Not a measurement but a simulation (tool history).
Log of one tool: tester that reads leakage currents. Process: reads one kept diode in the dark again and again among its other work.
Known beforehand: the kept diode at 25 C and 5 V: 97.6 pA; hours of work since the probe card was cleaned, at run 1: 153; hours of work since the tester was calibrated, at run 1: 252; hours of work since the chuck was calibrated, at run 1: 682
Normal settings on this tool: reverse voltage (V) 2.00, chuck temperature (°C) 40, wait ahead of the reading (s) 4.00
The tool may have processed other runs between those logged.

run    hour  reverse voltage (V)  chuck temperature (°C)  wait ahead of the reading (s)  hours of work since the probe card was cleaned  hours of work since the tester was calibrated  hours of work since the chuck was calibrated  current that the tester gives (pA)
  1     0.0                 2.00                      40                           4.00                                             153                                            252                                           682                              241.86
  2    65.7                 2.00                      40                           4.00                                             205                                            304                                           733                              240.85
  3    99.8                 2.66                      40                           4.00                                             231                                            330                                           760                              270.40
  4   152.9                 2.00                      40                           7.22                                             273                                            372                                           802                              240.67
  5   209.4                 2.00                      40                           1.17                                             318                                            417                                           847                              240.76
  6   256.8                 2.00                      40                           4.00                                             355                                            454                                           884                              239.33
  7   300.8                13.05                      40                           4.00                                             390                                            489                                           919                              497.99
  8   332.9                 2.00                      40                           4.00                                             415                                            514                                           944                              239.19
  9   368.5                 2.00                      40                           4.00                                             443                                            542                                           972                              238.97
 10   420.3                 2.00                      40                           4.00                                             484                                            583                                          1013                              238.45
 11   473.0                 2.00                      40                           0.32                                             525                                            624                                          1054                              239.25
 12   520.1                 2.00                      48                           4.00                                             562                                            662                                          1091                              453.75
 13   548.5                 2.00                      48                           4.00                                             585                                            684                                          1114                              455.10
 14   593.4                 2.00                      31                           4.00                                             620                                            719                                          1149                              110.87
 15   643.5                 2.00                      31                           4.00                                             660                                            759                                          1189                              110.07
 16   691.5                 2.00                      31                           0.32                                             697                                            797                                          1226                              111.15
 17   751.4                 2.00                      36                           4.00                                             745                                            844                                          1274                              168.16
 18   808.3                 2.00                      36                           4.00                                             790                                            889                                          1318                              168.22
 19   860.9                 2.00                      36                           4.00                                             831                                            930                                          1360                              167.23
 20   896.8                 2.00                      36                           4.00                                             859                                            958                                          1388                              167.51
 21   948.6                 1.40                      40                           6.56                                             900                                            999                                          1429                              203.82
 22   989.9                 1.40                      40                           6.56                                             933                                           1032                                          1461                              203.72
 23  1042.9                 1.40                      31                           2.19                                             974                                           1073                                          1503                               94.52
 24  1070.5                 1.40                      31                           2.19                                             996                                           1095                                          1525                               94.47
 25  1112.8                 1.40                      34                           4.69                                            1029                                           1128                                          1558                              122.00
 26  1161.5                17.59                      47                           2.62                                            1068                                           1167                                          1597                              956.28
 27  1200.8                17.59                      47                           2.62                                            1099                                           1198                                          1628                              953.86
 28  1239.0                16.91                      36                           1.36                                            1129                                           1228                                          1658                              389.61
 29  1269.3                17.21                      32                           4.17                                            1153                                           1252                                          1682                              280.93
 30  1329.1                17.21                      32                           4.17                                            1200                                           1299                                          1729                              280.82
 31  1375.0                 5.26                      51                           0.36                                            1236                                           1335                                          1765                              808.84
 32  1420.5                 5.26                      36                           0.36                                            1272                                           1371                                          1801                              243.09
 33  1486.1                 2.48                      40                           0.72                                            1323                                           1423                                          1852                              249.57
 34  1536.1                 1.45                      51                           0.69                                            1363                                           1462                                          1892                              486.29
 35  1581.8                 5.75                      44                           9.21                                            1399                                           1498                                          1928                              478.57
 36  1645.2                 4.05                      40                           4.00                                            1449                                           1548                                          1978                              300.90
 37  1674.7                 1.27                      51                           2.67                                            1472                                           1571                                          2001                              458.98

Each row is a separate what-if for the run after 37, all from the same tool condition, not one after another. Results?
  A  1742.2                 2.00                      28                           1.01                                            1525                                           1624                                          2054                                   ?
  B  1742.2                 2.00                      29                           4.00                                            1525                                           1624                                          2054                                   ?
  C  1742.2                 2.11                      31                           0.43                                            1525                                           1624                                          2054                                   ?
  D  1742.2                 1.20                      31                           1.82                                            1525                                           1624                                          2054                                   ?
  E  1742.2                 1.27                      46                           0.43                                            1525                                           1624                                          2054                                   ?

run  current that the tester gives (pA)
  A                               81.80
  B                               88.90
  C                              109.25
  D                               86.59
  E                              311.30
Take away the tool's hidden state, keep each run's random variation, and the runs would have read:
run  current that the tester gives (pA)
  A                               90.12
  B                               98.11
  C                              120.67
  D                               96.27
  E                              346.07

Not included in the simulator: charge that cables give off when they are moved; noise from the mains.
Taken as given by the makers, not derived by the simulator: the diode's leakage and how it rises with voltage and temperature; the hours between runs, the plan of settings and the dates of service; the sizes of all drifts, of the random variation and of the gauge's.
